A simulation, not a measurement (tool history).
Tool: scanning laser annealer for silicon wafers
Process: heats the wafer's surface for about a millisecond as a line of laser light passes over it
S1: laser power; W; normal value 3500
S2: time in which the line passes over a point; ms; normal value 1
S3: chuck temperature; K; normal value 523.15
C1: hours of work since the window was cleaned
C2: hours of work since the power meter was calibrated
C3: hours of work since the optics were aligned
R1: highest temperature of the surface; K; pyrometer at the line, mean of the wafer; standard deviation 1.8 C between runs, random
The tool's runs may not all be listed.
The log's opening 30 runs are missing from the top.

Run 31, hour 655.8: usual settings but S1 3089 W, S2 1.21 ms, S3 542.15 K; C1 416; C2 783; C3 1099. Result: R1 1288.15 K.
Run 32, hour 675.5: usual settings but S1 3089 W, S2 1.21 ms, S3 542.15 K; C1 426; C2 794; C3 1110. Result: R1 1287.15 K.
Run 33, hour 695.9: usual settings but S1 3089 W, S2 1.21 ms, S3 542.15 K; C1 437; C2 805; C3 1121. Result: R1 1283.15 K.
Run 34, hour 716.5: usual settings but S1 3140 W, S2 0.84 ms, S3 486.15 K; C1 449; C2 816; C3 1132. Result: R1 1117.15 K.
Run 35, hour 745.4: usual settings but S1 3589 W, S2 0.71 ms; C1 464; C2 832; C3 1148. Result: R1 1206.15 K.
Run 36, hour 774: usual settings but S1 3120 W, S2 0.71 ms; C1 480; C2 847; C3 1163. Result: R1 1098.15 K.
Run 37, hour 797.2: usual settings but S1 3503 W, S2 0.97 ms, S3 510.15 K; C1 493; C2 860; C3 1176. Result: R1 1291.15 K.
Run 38, hour 822.3: usual settings but S2 1.07 ms; C1 506; C2 874; C3 1190. Result: R1 1340.15 K.
Run 39, hour 844.2: usual settings but S1 3059 W, S2 1.25 ms; C1 518; C2 885; C3 1201. Result: R1 1267.15 K.
Run 40, hour 859.8: usual settings but S1 3059 W, S2 1.25 ms; C1 527; C2 894; C3 1210. Result: R1 1270.15 K.

What if the next run were any one of these 4? Each begins from the tool's condition after run 40:
Run A, hour 886.7: usual settings but S1 3412 W, S2 0.9 ms, S3 503.15 K; C1 541; C2 909; C3 1225. Result: R1 ?.
Run B, hour 886.7: usual settings but S1 3059 W, S2 1.2 ms; C1 541; C2 909; C3 1225. Result: R1 ?.
Run C, hour 886.7: usual settings but S1 3507 W, S2 0.72 ms; C1 541; C2 909; C3 1225. Result: R1 ?.
Run D, hour 886.7: usual settings but S1 3766 W, S3 551.15 K; C1 541; C2 909; C3 1225. Result: R1 ?.

run       R1
  A  1225.15
  B  1255.15
  C  1191.15
  D  1419.15
With no hidden state in the tool, these same runs would have given:
run       R1
  A  1226.15
  B  1256.15
  C  1192.15
  D  1421.15
